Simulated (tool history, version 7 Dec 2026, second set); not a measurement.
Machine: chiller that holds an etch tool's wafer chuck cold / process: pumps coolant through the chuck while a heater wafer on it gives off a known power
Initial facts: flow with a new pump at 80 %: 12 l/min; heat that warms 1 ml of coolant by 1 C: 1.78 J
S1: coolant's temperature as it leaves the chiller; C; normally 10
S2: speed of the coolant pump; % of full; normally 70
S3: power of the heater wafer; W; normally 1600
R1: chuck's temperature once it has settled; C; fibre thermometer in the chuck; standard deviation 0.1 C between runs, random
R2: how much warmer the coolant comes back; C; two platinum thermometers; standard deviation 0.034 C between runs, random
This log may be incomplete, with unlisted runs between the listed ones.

| run | hour | S1 | S2 | S3 | R1 | R2 |
|---|---|---|---|---|---|---|
| 1 | 0.0 | 10 | 70 | 1600 | 24.1 | 5.10 |
| 2 | 62.9 | 10 | 70 | 1600 | 24.0 | 5.12 |
| 3 | 93.0 | 10 | 70 | 1600 | 24.0 | 5.14 |
| 4 | 147.0 | 10 | 70 | 1600 | 24.1 | 5.13 |
| 5 | 207.9 | 10 | 70 | 1600 | 24.1 | 5.14 |
| 6 | 270.1 | 10 | 79 | 1600 | 23.0 | 4.63 |
| 7 | 323.7 | 10 | 70 | 1600 | 24.1 | 5.14 |
| 8 | 362.8 | 10 | 70 | 1600 | 24.2 | 5.12 |
| 9 | 395.1 | 10 | 70 | 1600 | 24.2 | 5.20 |
| 10 | 425.3 | 10 | 70 | 1600 | 24.1 | 5.24 |
| 11 | 472.1 | 11 | 63 | 1019 | 20.7 | 3.73 |
|  | 535.9 | coolant changed, channels flushed |
| 12 | 541.2 | 11 | 63 | 1019 | 20.5 | 3.74 |
| 13 | 574.4 | 14 | 90 | 1713 | 26.6 | 4.43 |
| 14 | 608.9 | 4 | 90 | 2176 | 19.8 | 5.56 |
| 15 | 645.3 | 3 | 99 | 1571 | 13.8 | 3.68 |
| 16 | 698.5 | 11 | 81 | 2298 | 29.2 | 6.55 |
| 17 | 753.0 | 16 | 91 | 836 | 22.1 | 2.26 |
| 18 | 815.4 | 7 | 63 | 1039 | 16.9 | 3.86 |
| 19 | 861.6 | 7 | 63 | 1039 | 16.9 | 3.88 |
| 20 | 910.2 | 3 | 62 | 946 | 12.0 | 3.65 |

Below, some changes in R2 between adjacent runs. For each, the amount present without the hidden state too (settings, incoming material, random variation) and the amount remaining for the hidden state with gauge scatter not shared by both compared results:
Hidden state at play: heat passed by the chuck's channels, % of clean ones'; flow at a given pump speed, % of a new pump's; coolant's true temperature over the reading, C; drift of the gauge itself on chuck_c, C; drift of the gauge itself on warmer_back_c, C.
Run 11 -> 12: coolant changed, channels flushed. R2 +0.01 C: hidden state +0.03, all else -0.02.
Run 15 -> 16: S1 3 -> 11, S2 99 -> 81, S3 1571 -> 2298. R2 +2.87 C: hidden state +0.01, all else +2.86.
Run 16 -> 17: S1 11 -> 16, S2 81 -> 91, S3 2298 -> 836. R2 -4.29 C: hidden state +0.01, all else -4.30.
Run 17 -> 18: S1 16 -> 7, S2 91 -> 63, S3 836 -> 1039. R2 +1.60 C: hidden state +0.03, all else +1.57.
